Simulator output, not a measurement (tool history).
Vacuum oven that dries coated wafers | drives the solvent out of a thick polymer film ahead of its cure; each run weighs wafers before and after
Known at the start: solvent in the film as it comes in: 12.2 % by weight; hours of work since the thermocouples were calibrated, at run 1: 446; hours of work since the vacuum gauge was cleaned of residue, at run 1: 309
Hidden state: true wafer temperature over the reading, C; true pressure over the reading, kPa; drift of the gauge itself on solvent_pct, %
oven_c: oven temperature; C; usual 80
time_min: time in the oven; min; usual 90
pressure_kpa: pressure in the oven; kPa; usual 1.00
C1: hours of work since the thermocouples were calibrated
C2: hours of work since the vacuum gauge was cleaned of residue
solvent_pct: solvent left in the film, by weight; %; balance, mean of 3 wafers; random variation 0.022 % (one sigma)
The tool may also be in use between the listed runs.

Run 1, hour 0.0: usual settings; C1 446; C2 309. Result: solvent_pct 1.64 %.
Run 2, hour 42.2: usual settings; C1 476; C2 339. Result: solvent_pct 1.62 %.
Run 3, hour 82.8: usual settings; C1 505; C2 368. Result: solvent_pct 1.61 %.
Run 4, hour 134.7: usual settings but oven_c 94 C; C1 543; C2 405. Result: solvent_pct 0.45 %.
Run 5, hour 173.6: usual settings but oven_c 94 C; C1 571; C2 433. Result: solvent_pct 0.47 %.
Run 6, hour 237.3: usual settings; C1 616; C2 479. Result: solvent_pct 1.64 %.
Run 7, hour 268.3: usual settings; C1 639; C2 502. Result: solvent_pct 1.60 %.
Run 8, hour 309.8: usual settings; C1 669; C2 531. Result: solvent_pct 1.64 %.
Run 9, hour 361.9: usual settings but pressure_kpa 1.09 kPa; C1 706; C2 569. Result: solvent_pct 1.67 %.
Run 10, hour 397.8: usual settings; C1 732; C2 595. Result: solvent_pct 1.63 %.
Run 11, hour 428.1: usual settings; C1 754; C2 617. Result: solvent_pct 1.61 %.
Run 12, hour 485.4: usual settings but pressure_kpa 2.64 kPa; C1 795; C2 658. Result: solvent_pct 2.57 %.
Run 13, hour 538.0: usual settings but time_min 52 min, pressure_kpa 2.64 kPa; C1 833; C2 696. Result: solvent_pct 3.95 %.
Run 14, hour 593.0: usual settings but time_min 52 min, pressure_kpa 2.64 kPa; C1 872; C2 735. Result: solvent_pct 3.94 %.
Run 15, hour 645.5: usual settings but time_min 52 min, pressure_kpa 2.64 kPa; C1 910; C2 773. Result: solvent_pct 3.91 %.
Run 16, hour 686.6: usual settings but time_min 98 min; C1 940; C2 803. Result: solvent_pct 1.45 %.
Run 17, hour 754.2: usual settings but time_min 98 min; C1 988; C2 851. Result: solvent_pct 1.48 %.
Run 18, hour 823.9: usual settings; C1 1039; C2 901. Result: solvent_pct 1.60 %.
Run 19, hour 886.4: usual settings; C1 1083; C2 946. Result: solvent_pct 1.62 %.
Run 20, hour 937.3: usual settings but oven_c 82 C, time_min 91 min; C1 1120; C2 983. Result: solvent_pct 1.35 %.
Run 21, hour 973.2: usual settings but oven_c 76 C, time_min 74 min, pressure_kpa 2.15 kPa; C1 1146; C2 1009. Result: solvent_pct 3.54 %.
Run 22, hour 1024.5: usual settings but oven_c 76 C, time_min 74 min, pressure_kpa 2.15 kPa; C1 1183; C2 1046. Result: solvent_pct 3.48 %.
At hour 1070.8: oven's thermocouples calibrated.
Run 23, hour 1091.6: usual settings but oven_c 76 C, time_min 74 min, pressure_kpa 2.15 kPa; C1 15; C2 1093. Result: solvent_pct 3.76 %.
Run 24, hour 1152.5: usual settings but time_min 130 min, pressure_kpa 2.05 kPa; C1 59; C2 1136. Result: solvent_pct 1.86 %.
Run 25, hour 1207.0: usual settings but oven_c 67 C, time_min 96 min, pressure_kpa 3.16 kPa; C1 98; C2 1176. Result: solvent_pct 6.09 %.
Run 26, hour 1273.4: usual settings but oven_c 83 C, time_min 96 min, pressure_kpa 0.59 kPa; C1 146; C2 1223. Result: solvent_pct 1.04 %.
Run 27, hour 1344.8: usual settings but oven_c 93 C, pressure_kpa 0.97 kPa; C1 197; C2 1275. Result: solvent_pct 0.60 %.
Run 28, hour 1403.0: usual settings but oven_c 78 C, time_min 49 min, pressure_kpa 0.72 kPa; C1 239; C2 1317. Result: solvent_pct 3.73 %.
At hour 1426.2: vacuum gauge cleaned of residue and calibrated.
Run 29, hour 1437.7: usual settings but oven_c 78 C, time_min 49 min, pressure_kpa 1.44 kPa; C1 263; C2 8. Result: solvent_pct 3.87 %.
Run 30, hour 1482.8: usual settings but oven_c 78 C, time_min 49 min, pressure_kpa 1.21 kPa; C1 295; C2 41. Result: solvent_pct 3.85 %.
Run 31, hour 1542.4: usual settings but oven_c 78 C, time_min 58 min, pressure_kpa 1.42 kPa; C1 338; C2 84. Result: solvent_pct 3.33 %.
Run 32, hour 1578.1: usual settings but oven_c 94 C, pressure_kpa 1.12 kPa; C1 364; C2 109. Result: solvent_pct 0.45 %.
Run 33, hour 1648.8: usual settings but oven_c 73 C, time_min 116 min, pressure_kpa 2.95 kPa; C1 415; C2 160. Result: solvent_pct 3.57 %.
Run 34, hour 1702.1: usual settings but oven_c 87 C; C1 453; C2 198. Result: solvent_pct 0.80 %.
Run 35, hour 1736.4: usual settings but time_min 139 min, pressure_kpa 1.11 kPa; C1 478; C2 223. Result: solvent_pct 0.96 %.
Run 36, hour 1802.9: usual settings but oven_c 68 C, time_min 64 min, pressure_kpa 0.68 kPa; C1 526; C2 271. Result: solvent_pct 4.84 %.
Run 37, hour 1861.0: usual settings but time_min 150 min, pressure_kpa 1.51 kPa; C1 567; C2 313. Result: solvent_pct 1.16 %.
Run 38, hour 1890.6: usual settings but oven_c 85 C, time_min 100 min, pressure_kpa 1.51 kPa; C1 589; C2 334. Result: solvent_pct 1.07 %.

Hidden state at the last listed run before each entry between runs and at the first one after, where it differs:
Between runs 22 and 23: oven's thermocouples calibrated (hour 1070.8)
  true wafer temperature over the reading, C: 1.08 -> 0.11; true pressure over the reading, kPa: 0.314 -> 0.329
  measured less the result without the state, solvent_pct: -0.05 -> +0.18 %
Between runs 28 and 29: vacuum gauge cleaned of residue and calibrated (hour 1426.2)
  true wafer temperature over the reading, C: 0.41 -> 0.44; true pressure over the reading, kPa: 0.4 -> -0.007
  measured less the result without the state, solvent_pct: +0.11 -> -0.10 %
